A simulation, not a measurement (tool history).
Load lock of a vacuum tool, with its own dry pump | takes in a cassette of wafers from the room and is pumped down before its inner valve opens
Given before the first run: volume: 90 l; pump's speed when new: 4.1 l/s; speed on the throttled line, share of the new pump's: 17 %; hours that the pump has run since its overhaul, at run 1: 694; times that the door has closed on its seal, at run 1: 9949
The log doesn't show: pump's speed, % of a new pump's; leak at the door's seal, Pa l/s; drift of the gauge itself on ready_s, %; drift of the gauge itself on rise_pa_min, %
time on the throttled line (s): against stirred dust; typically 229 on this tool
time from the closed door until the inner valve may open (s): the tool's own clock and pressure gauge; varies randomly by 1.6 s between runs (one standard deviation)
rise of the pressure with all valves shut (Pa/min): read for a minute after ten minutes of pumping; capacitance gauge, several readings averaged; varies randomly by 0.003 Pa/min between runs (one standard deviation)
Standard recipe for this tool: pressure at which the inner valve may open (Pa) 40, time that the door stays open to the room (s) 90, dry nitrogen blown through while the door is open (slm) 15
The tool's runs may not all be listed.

run	day	time on the throttled line (s)	pressure at which the inner valve may open (Pa)	time that the door stays open to the room (s)	dry nitrogen blown through while the door is open (slm)	hours that the pump has run since its overhaul	times that the door has closed on its seal	incoming humidity of the room's air, %	time from the closed door until the inner valve may open (s)	rise of the pressure with all valves shut (Pa/min)
1	0.000	229	40	90	15	694	9949	44.6	362.7	0.034
2	5.762	229	40	90	15	833	10515	50.3	365.5	0.038
3	10.867	369	40	90	15	955	11017	45.3	481.9	0.031
4	13.758	229	40	90	15	1025	11301	44.1	364.7	0.030
5	17.196	229	43	90	15	1107	11639	48.5	359.1	0.039
6	22.733	229	43	90	15	1240	12183	44.0	365.0	0.025
7	25.167	229	43	90	15	1298	12422	45.1	362.3	0.035
8	28.042	297	40	90	15	1367	12705	46.4	424.5	0.037
9	33.904	297	40	90	25	1508	13281	44.3	420.8	0.025
10	38.150	297	40	90	25	1610	13698	48.5	423.0	0.023
11	43.233	229	40	90	17	1732	14197	44.7	362.8	0.029
12	46.917	229	40	90	17	1820	14559	44.3	367.8	0.031
13	50.738	374	35	49	44	1912	14934	43.5	491.7	0.008
14	55.479	323	40	154	15	2026	15400	45.5	438.4	0.049
15	59.467	323	40	154	15	2122	15792	49.6	442.9	0.052
16	65.358	425	40	90	15	2263	16371	42.8	528.4	0.026
17	68.892	425	40	90	15	2348	16718	44.0	531.0	0.033
18	74.642	425	40	90	15	2486	17283	47.2	527.5	0.030
19	78.900	281	72	49	10	2588	17701	47.4	393.6	0.025

Below are 4 alternative next runs, each starting from the tool's condition after run 19. Predict each:
A	83.379	376	72	27	29	2696	18142	44.7	?	?
B	83.379	281	61	98	10	2696	18142	43.7	?	?
C	83.379	164	37	91	15	2696	18142	44.1	?	?
D	83.379	281	58	140	34	2696	18142	44.7	?	?

run	time from the closed door until the inner valve may open (s)	rise of the pressure with all valves shut (Pa/min)
A	472.9	0.004
B	394.1	0.044
C	309.1	0.031
D	400.2	0.027
The same runs, with their run-to-run variation unchanged, on a tool lacking any hidden condition would have given:
run	time from the closed door until the inner valve may open (s)	rise of the pressure with all valves shut (Pa/min)
A	472.9	0.004
B	394.1	0.044
C	309.1	0.031
D	400.2	0.027
